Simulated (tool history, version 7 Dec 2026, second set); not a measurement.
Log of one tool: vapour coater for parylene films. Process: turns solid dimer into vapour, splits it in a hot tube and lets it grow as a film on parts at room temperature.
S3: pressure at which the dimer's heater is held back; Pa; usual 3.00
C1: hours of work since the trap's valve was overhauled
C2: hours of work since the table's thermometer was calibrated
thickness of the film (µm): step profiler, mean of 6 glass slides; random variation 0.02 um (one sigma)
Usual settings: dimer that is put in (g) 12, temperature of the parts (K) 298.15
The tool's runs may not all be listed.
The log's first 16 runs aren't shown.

run 17 hour=228.9 | dimer_that_is_put_in_(g)=20 temperature_of_the_parts_(K)=296.15 S3=3.00 | C1=224 C2=441 | thickness_of_the_film_(µm)=3.38
run 18 hour=243.2 | dimer_that_is_put_in_(g)=12 temperature_of_the_parts_(K)=291.15 S3=3.00 | C1=230 C2=448 | thickness_of_the_film_(µm)=2.14
run 19 hour=262.1 | dimer_that_is_put_in_(g)=12 temperature_of_the_parts_(K)=291.15 S3=3.00 | C1=239 C2=456 | thickness_of_the_film_(µm)=2.18
run 20 hour=273.4 | dimer_that_is_put_in_(g)=12 temperature_of_the_parts_(K)=298.15 S3=3.00 | C1=244 C2=461 | thickness_of_the_film_(µm)=1.98
run 21 hour=284.1 | dimer_that_is_put_in_(g)=12 temperature_of_the_parts_(K)=298.15 S3=3.00 | C1=249 C2=466 | thickness_of_the_film_(µm)=1.97
run 22 hour=299.5 | dimer_that_is_put_in_(g)=7 temperature_of_the_parts_(K)=295.15 S3=6.10 | C1=256 C2=473 | thickness_of_the_film_(µm)=1.02
run 23 hour=313.4 | dimer_that_is_put_in_(g)=7 temperature_of_the_parts_(K)=303.15 S3=3.31 | C1=262 C2=480 | thickness_of_the_film_(µm)=1.02
run 24 hour=324.6 | dimer_that_is_put_in_(g)=7 temperature_of_the_parts_(K)=303.15 S3=3.31 | C1=267 C2=485 | thickness_of_the_film_(µm)=1.05
run 25 hour=335.7 | dimer_that_is_put_in_(g)=12 temperature_of_the_parts_(K)=290.15 S3=2.83 | C1=272 C2=490 | thickness_of_the_film_(µm)=2.24
run 26 hour=350.6 | dimer_that_is_put_in_(g)=12 temperature_of_the_parts_(K)=290.15 S3=2.83 | C1=279 C2=497 | thickness_of_the_film_(µm)=2.24
run 27 hour=370.1 | dimer_that_is_put_in_(g)=13 temperature_of_the_parts_(K)=296.15 S3=4.09 | C1=288 C2=506 | thickness_of_the_film_(µm)=2.05
-- hour=375.9 trap's valve overhauled
run 28 hour=386.7 | dimer_that_is_put_in_(g)=12 temperature_of_the_parts_(K)=305.15 S3=9.92 | C1=5 C2=511 | thickness_of_the_film_(µm)=1.34
run 29 hour=402.1 | dimer_that_is_put_in_(g)=12 temperature_of_the_parts_(K)=305.15 S3=3.81 | C1=12 C2=518 | thickness_of_the_film_(µm)=1.64
run 30 hour=413.0 | dimer_that_is_put_in_(g)=12 temperature_of_the_parts_(K)=305.15 S3=3.81 | C1=17 C2=523 | thickness_of_the_film_(µm)=1.66
run 31 hour=423.1 | dimer_that_is_put_in_(g)=14 temperature_of_the_parts_(K)=298.15 S3=3.59 | C1=21 C2=528 | thickness_of_the_film_(µm)=2.17
run 32 hour=437.3 | dimer_that_is_put_in_(g)=11 temperature_of_the_parts_(K)=298.15 S3=2.32 | C1=28 C2=534 | thickness_of_the_film_(µm)=1.89
run 33 hour=448.4 | dimer_that_is_put_in_(g)=11 temperature_of_the_parts_(K)=298.15 S3=2.32 | C1=33 C2=539 | thickness_of_the_film_(µm)=1.86
run 34 hour=462.8 | dimer_that_is_put_in_(g)=11 temperature_of_the_parts_(K)=298.15 S3=2.32 | C1=40 C2=546 | thickness_of_the_film_(µm)=1.89
-- hour=474.2 trap's valve overhauled, once more
run 35 hour=479.6 | dimer_that_is_put_in_(g)=21 temperature_of_the_parts_(K)=302.15 S3=3.00 | C1=2 C2=552 | thickness_of_the_film_(µm)=3.28
run 36 hour=495.6 | dimer_that_is_put_in_(g)=14 temperature_of_the_parts_(K)=292.15 S3=6.01 | C1=10 C2=559 | thickness_of_the_film_(µm)=2.20
run 37 hour=510.6 | dimer_that_is_put_in_(g)=14 temperature_of_the_parts_(K)=298.15 S3=2.14 | C1=17 C2=566 | thickness_of_the_film_(µm)=2.56
run 38 hour=522.4 | dimer_that_is_put_in_(g)=12 temperature_of_the_parts_(K)=298.15 S3=9.60 | C1=22 C2=571 | thickness_of_the_film_(µm)=1.52
run 39 hour=533.1 | dimer_that_is_put_in_(g)=8 temperature_of_the_parts_(K)=302.15 S3=7.25 | C1=27 C2=576 | thickness_of_the_film_(µm)=1.03
run 40 hour=551.5 | dimer_that_is_put_in_(g)=8 temperature_of_the_parts_(K)=302.15 S3=7.25 | C1=35 C2=585 | thickness_of_the_film_(µm)=1.01

4 ways to go on from here, each from the tool as it stands after run 40. What would each give?
run A hour=567.8 | dimer_that_is_put_in_(g)=17 temperature_of_the_parts_(K)=301.15 S3=7.25 | C1=43 C2=592 | thickness_of_the_film_(µm)=?
run B hour=567.8 | dimer_that_is_put_in_(g)=12 temperature_of_the_parts_(K)=291.15 S3=2.57 | C1=43 C2=592 | thickness_of_the_film_(µm)=?
run C hour=567.8 | dimer_that_is_put_in_(g)=7 temperature_of_the_parts_(K)=292.15 S3=7.90 | C1=43 C2=592 | thickness_of_the_film_(µm)=?
run D hour=567.8 | dimer_that_is_put_in_(g)=12 temperature_of_the_parts_(K)=295.15 S3=11.03 | C1=43 C2=592 | thickness_of_the_film_(µm)=?

run=A thickness_of_the_film_(µm)=2.18
run=B thickness_of_the_film_(µm)=2.32
run=C thickness_of_the_film_(µm)=1.04
run=D thickness_of_the_film_(µm)=1.60
Without the tool's hidden state the same runs would have given:
run=A thickness_of_the_film_(µm)=2.21
run=B thickness_of_the_film_(µm)=2.35
run=C thickness_of_the_film_(µm)=1.05
run=D thickness_of_the_film_(µm)=1.62

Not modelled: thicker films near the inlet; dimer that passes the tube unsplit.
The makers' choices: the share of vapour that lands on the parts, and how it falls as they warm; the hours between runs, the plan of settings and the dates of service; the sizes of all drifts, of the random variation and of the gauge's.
